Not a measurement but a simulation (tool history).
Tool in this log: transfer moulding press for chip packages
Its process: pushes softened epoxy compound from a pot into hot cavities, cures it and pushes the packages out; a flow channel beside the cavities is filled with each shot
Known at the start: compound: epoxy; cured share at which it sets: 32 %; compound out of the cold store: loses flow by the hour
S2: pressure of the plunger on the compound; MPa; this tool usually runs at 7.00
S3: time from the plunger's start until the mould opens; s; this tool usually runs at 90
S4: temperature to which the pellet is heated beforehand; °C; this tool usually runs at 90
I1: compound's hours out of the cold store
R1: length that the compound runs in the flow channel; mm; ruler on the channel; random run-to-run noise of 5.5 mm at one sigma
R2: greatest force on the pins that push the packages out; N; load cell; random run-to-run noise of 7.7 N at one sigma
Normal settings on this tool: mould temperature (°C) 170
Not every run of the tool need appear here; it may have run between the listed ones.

run 1 hour=0.0 | mould_temperature_(°C)=170 S2=7.00 S3=90 S4=90 | I1=17.8 | R1=865 R2=359
-- hour=24.3 plunger's sealing rings changed
run 2 hour=38.0 | mould_temperature_(°C)=170 S2=7.00 S3=90 S4=90 | I1=26.8 | R1=874 R2=500
-- hour=80.8 cavities cleaned with cleaning compound and waxed
run 3 hour=106.1 | mould_temperature_(°C)=170 S2=7.00 S3=90 S4=90 | I1=16.2 | R1=895 R2=468
run 4 hour=140.8 | mould_temperature_(°C)=170 S2=7.00 S3=90 S4=90 | I1=15.4 | R1=904 R2=557
-- hour=162.4 cavities cleaned with cleaning compound and waxed
run 5 hour=177.1 | mould_temperature_(°C)=170 S2=7.00 S3=90 S4=90 | I1=38.6 | R1=831 R2=394
run 6 hour=210.5 | mould_temperature_(°C)=170 S2=7.00 S3=90 S4=90 | I1=37.0 | R1=839 R2=521
-- hour=245.6 cavities cleaned with cleaning compound and waxed
run 7 hour=257.3 | mould_temperature_(°C)=170 S2=7.00 S3=118 S4=90 | I1=42.6 | R1=821 R2=308
run 8 hour=286.7 | mould_temperature_(°C)=170 S2=7.00 S3=118 S4=90 | I1=12.4 | R1=896 R2=375
-- hour=327.8 cavities cleaned with cleaning compound and waxed
run 9 hour=352.2 | mould_temperature_(°C)=170 S2=7.00 S3=98 S4=90 | I1=41.6 | R1=806 R2=393
run 10 hour=389.6 | mould_temperature_(°C)=170 S2=7.00 S3=98 S4=90 | I1=46.2 | R1=790 R2=480
-- hour=408.8 cavities cleaned with cleaning compound and waxed
run 11 hour=424.4 | mould_temperature_(°C)=175 S2=7.00 S3=90 S4=90 | I1=22.9 | R1=835 R2=350
run 12 hour=474.6 | mould_temperature_(°C)=170 S2=7.00 S3=90 S4=90 | I1=37.2 | R1=810 R2=573
-- hour=491.3 cavities cleaned with cleaning compound and waxed
run 13 hour=523.3 | mould_temperature_(°C)=170 S2=6.40 S3=90 S4=90 | I1=10.1 | R1=840 R2=497
run 14 hour=562.1 | mould_temperature_(°C)=170 S2=6.40 S3=90 S4=90 | I1=30.6 | R1=776 R2=580
-- hour=573.9 plunger's sealing rings changed
-- hour=575.4 cavities cleaned with cleaning compound and waxed
run 15 hour=633.7 | mould_temperature_(°C)=170 S2=7.00 S3=95 S4=85 | I1=32.8 | R1=868 R2=525
-- hour=657.9 cavities cleaned with cleaning compound and waxed
run 16 hour=688.0 | mould_temperature_(°C)=166 S2=7.00 S3=79 S4=90 | I1=17.6 | R1=908 R2=858
-- hour=693.6 mould's thermocouples calibrated
-- hour=740.4 cavities cleaned with cleaning compound and waxed
run 17 hour=746.4 | mould_temperature_(°C)=166 S2=7.00 S3=79 S4=90 | I1=34.5 | R1=861 R2=688
run 18 hour=811.9 | mould_temperature_(°C)=168 S2=7.00 S3=90 S4=90 | I1=21.2 | R1=878 R2=669
-- hour=823.3 cavities cleaned with cleaning compound and waxed
run 19 hour=857.7 | mould_temperature_(°C)=174 S2=7.00 S3=90 S4=82 | I1=17.3 | R1=872 R2=426
-- hour=892.5 mould's thermocouples calibrated, once more
run 20 hour=896.0 | mould_temperature_(°C)=177 S2=5.48 S3=83 S4=93 | I1=33.1 | R1=719 R2=458
-- hour=907.5 cavities cleaned with cleaning compound and waxed
run 21 hour=929.2 | mould_temperature_(°C)=177 S2=5.48 S3=103 S4=90 | I1=46.7 | R1=685 R2=322
-- hour=989.9 cavities cleaned with cleaning compound and waxed
run 22 hour=997.2 | mould_temperature_(°C)=177 S2=5.48 S3=103 S4=90 | I1=32.2 | R1=703 R2=275
run 23 hour=1030.2 | mould_temperature_(°C)=170 S2=7.00 S3=90 S4=86 | I1=20.2 | R1=854 R2=505
-- hour=1073.1 cavities cleaned with cleaning compound and waxed
run 24 hour=1098.5 | mould_temperature_(°C)=170 S2=7.00 S3=75 S4=86 | I1=12.7 | R1=864 R2=678
-- hour=1128.2 plunger's sealing rings changed
run 25 hour=1152.2 | mould_temperature_(°C)=170 S2=7.00 S3=90 S4=88 | I1=31.2 | R1=864 R2=567
-- hour=1159.8 cavities cleaned with cleaning compound and waxed
run 26 hour=1222.0 | mould_temperature_(°C)=165 S2=7.00 S3=94 S4=81 | I1=36.6 | R1=857 R2=667
-- hour=1243.4 cavities cleaned with cleaning compound and waxed
run 27 hour=1255.5 | mould_temperature_(°C)=165 S2=7.00 S3=79 S4=81 | I1=22.6 | R1=900 R2=778

4 ways to go on from here, each from the tool as it stands after run 27. What would each give?
run A hour=1302.5 | mould_temperature_(°C)=174 S2=7.00 S3=90 S4=90 | I1=43.4 | R1=? R2=?
run B hour=1302.5 | mould_temperature_(°C)=163 S2=6.84 S3=79 S4=81 | I1=30.3 | R1=? R2=?
run C hour=1302.5 | mould_temperature_(°C)=166 S2=7.00 S3=110 S4=86 | I1=26.2 | R1=? R2=?
run D hour=1302.5 | mould_temperature_(°C)=170 S2=8.00 S3=90 S4=89 | I1=11.7 | R1=? R2=?

run=A R1=801 R2=448
run=B R1=864 R2=1192
run=C R1=869 R2=471
run=D R1=975 R2=564
Had the tool no hidden state, the same runs would have come out as:
run=A R1=819 R2=273
run=B R1=883 R2=722
run=C R1=888 R2=286
run=D R1=996 R2=343
